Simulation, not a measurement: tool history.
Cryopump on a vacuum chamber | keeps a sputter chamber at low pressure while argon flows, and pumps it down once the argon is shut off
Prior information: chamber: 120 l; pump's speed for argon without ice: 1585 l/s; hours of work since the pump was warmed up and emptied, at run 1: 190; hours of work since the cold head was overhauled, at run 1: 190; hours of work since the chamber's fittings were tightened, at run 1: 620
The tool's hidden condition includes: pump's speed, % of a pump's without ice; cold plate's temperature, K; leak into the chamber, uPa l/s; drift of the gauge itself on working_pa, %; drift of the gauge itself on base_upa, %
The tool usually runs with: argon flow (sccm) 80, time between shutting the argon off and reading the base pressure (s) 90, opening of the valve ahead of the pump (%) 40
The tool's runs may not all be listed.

run   hour  argon flow (sccm)  time between shutting the argon off and reading the base pressure (s)  opening of the valve ahead of the pump (%)  hours of work since the pump was warmed up and emptied  hours of work since the cold head was overhauled  hours of work since the chamber's fittings were tightened  pressure while argon flows (Pa)  pressure after the wait (uPa)
  1    0.0                 80                                                                     90                                          40                                                     190                                               190                                                        620                           0.2240                           0.97
  2   23.5                 80                                                                     90                                          40                                                     200                                               200                                                        631                           0.2228                           0.96
  3   75.2                 80                                                                     90                                          40                                                     223                                               223                                                        654                           0.2244                           0.99
  4  125.3                 80                                                                     90                                          40                                                     246                                               246                                                        676                           0.2258                           0.97
  5  159.2                 80                                                                     90                                          40                                                     261                                               261                                                        691                           0.2256                           1.02
  6  198.6                 80                                                                     90                                          40                                                     279                                               279                                                        709                           0.2277                           1.00
  7  232.4                 80                                                                     90                                          40                                                     294                                               294                                                        724                           0.2288                           1.02
  8  276.1                128                                                                     90                                          40                                                     313                                               313                                                        744                           0.3670                           1.02
  9  326.6                128                                                                     90                                          40                                                     336                                               336                                                        766                           0.3701                           1.10
 10  373.9                128                                                                     90                                          40                                                     357                                               357                                                        788                           0.3725                           1.05
 11  406.6                128                                                                     90                                          40                                                     372                                               372                                                        802                           0.3726                           1.05
 12  455.0                128                                                                     90                                          55                                                     393                                               393                                                        824                           0.2817                           1.06
 13  483.4                128                                                                     90                                          55                                                     406                                               406                                                        837                           0.2845                           1.10
 14  522.7                128                                                                     90                                          55                                                     424                                               424                                                        854                           0.2864                           1.17
 15  570.8                 47                                                                     90                                          17                                                     445                                               445                                                        876                           0.3105                           1.08
 16  610.7                 47                                                                     90                                          17                                                     463                                               463                                                        894                           0.3114                           1.12
 17  637.8                 61                                                                     47                                          40                                                     475                                               475                                                        906                           0.1854                           1.67
 18  662.5                 61                                                                    277                                          40                                                     486                                               486                                                        917                           0.1856                           0.71
 19  698.5                 80                                                                    214                                          22                                                     502                                               502                                                        933                           0.4185                           0.80
 20  734.6                 51                                                                    192                                          20                                                     519                                               519                                                        949                           0.2939                           0.84
 21  766.6                 67                                                                     90                                          31                                                     533                                               533                                                        963                           0.2601                           1.17
 22  804.1                 92                                                                    220                                          22                                                     550                                               550                                                        980                           0.4878                           0.81
 23  846.3                 96                                                                     91                                          18                                                     569                                               569                                                        999                           0.6147                           1.21
 24  882.3                 53                                                                     36                                          16                                                     585                                               585                                                       1015                           0.3784                           2.13
 25  912.6                 80                                                                     90                                          24                                                     598                                               598                                                       1029                           0.3947                           1.23

Branching from run 25: 4 alternative next runs. What would each branch give?
  A  955.2                139                                                                    146                                          16                                                     617                                               617                                                       1048                                ?                              ?
  B  955.2                 80                                                                     90                                          19                                                     617                                               617                                                       1048                                ?                              ?
  C  955.2                 32                                                                     40                                          49                                                     617                                               617                                                       1048                                ?                              ?
  D  955.2                 46                                                                     88                                          27                                                     617                                               617                                                       1048                                ?                              ?

run  pressure while argon flows (Pa)  pressure after the wait (uPa)
  A                           0.9986                           1.03
  B                           0.4870                           1.21
  C                           0.0858                           1.98
  D                           0.2073                           1.21
With the hidden condition removed and each run's random variation left untouched, the same runs would have given:
run  pressure while argon flows (Pa)  pressure after the wait (uPa)
  A                           0.9268                           0.59
  B                           0.4460                           0.79
  C                           0.0693                           1.54
  D                           0.1834                           0.78
